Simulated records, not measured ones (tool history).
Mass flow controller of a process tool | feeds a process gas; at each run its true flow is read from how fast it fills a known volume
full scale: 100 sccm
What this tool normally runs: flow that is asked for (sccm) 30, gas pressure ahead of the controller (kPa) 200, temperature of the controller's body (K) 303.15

run,hour,flow that is asked for (sccm),gas pressure ahead of the controller (kPa),temperature of the controller's body (K),true flow (%)
1,0.0,30,200,303.15,99.30
2,67.5,30,200,303.15,99.25
3,163.3,30,200,303.15,99.29
4,236.0,30,200,303.15,99.36
5,294.2,30,200,303.15,99.36
6,374.0,30,200,303.15,99.40
7,415.2,30,200,303.15,99.51
8,492.8,30,200,303.15,99.68
9,572.9,30,200,303.15,99.73
10,625.5,30,240,303.15,99.53
11,700.3,30,240,303.15,99.63
12,785.4,30,240,303.15,99.65
13,824.8,30,240,303.15,99.64
14,865.1,10,200,303.15,99.60
15,923.7,30,200,303.15,99.96
16,965.5,71,200,303.15,100.61
17,1027.6,71,273,302.15,100.36
18,1104.4,17,157,309.15,100.55
19,1178.3,17,269,309.15,99.86
20,1251.8,17,269,309.15,99.92
21,1298.6,19,239,303.15,99.95
22,1354.5,19,239,303.15,99.84
23,1409.9,36,239,294.15,99.62
24,1460.2,36,239,294.15,99.66
25,1549.5,30,192,303.15,100.48
26,1594.5,30,207,294.15,99.88
27,1679.2,66,143,294.15,100.83
28,1772.2,66,143,294.15,101.10
29,1832.9,66,143,294.15,101.08
30,1873.4,56,162,303.15,101.41
31,1959.5,56,162,303.15,101.49

A few steps of true flow (%) between consecutive runs. Split each: what settings, incoming material and random variation would produce without the hidden state, and what is left over for the hidden state, along with gauge scatter present in only one of the two compared results (measured, and without hidden state):
Hidden conditions of the tool in this case: flow at rest that the sensor doesn't see, % of full scale; true flow over the shown one, %; drift of the gauge itself on true_pct, %.
Run 11 -> 12: no setting changed, nothing entered. true flow (%) +0.02: hidden state +0.09, all else -0.07.
Run 18 -> 19: gas pressure ahead of the controller (kPa) 157 -> 269. true flow (%) -0.69: hidden state +0.05, all else -0.74.
Run 24 -> 25: flow that is asked for (sccm) 36 -> 30, gas pressure ahead of the controller (kPa) 239 -> 192, temperature of the controller's body (K) 294.15 -> 303.15. true flow (%) +0.82: hidden state +0.10, all else +0.72.
Run 26 -> 27: flow that is asked for (sccm) 30 -> 66, gas pressure ahead of the controller (kPa) 207 -> 143. true flow (%) +0.95: hidden state +0.09, all else +0.86.
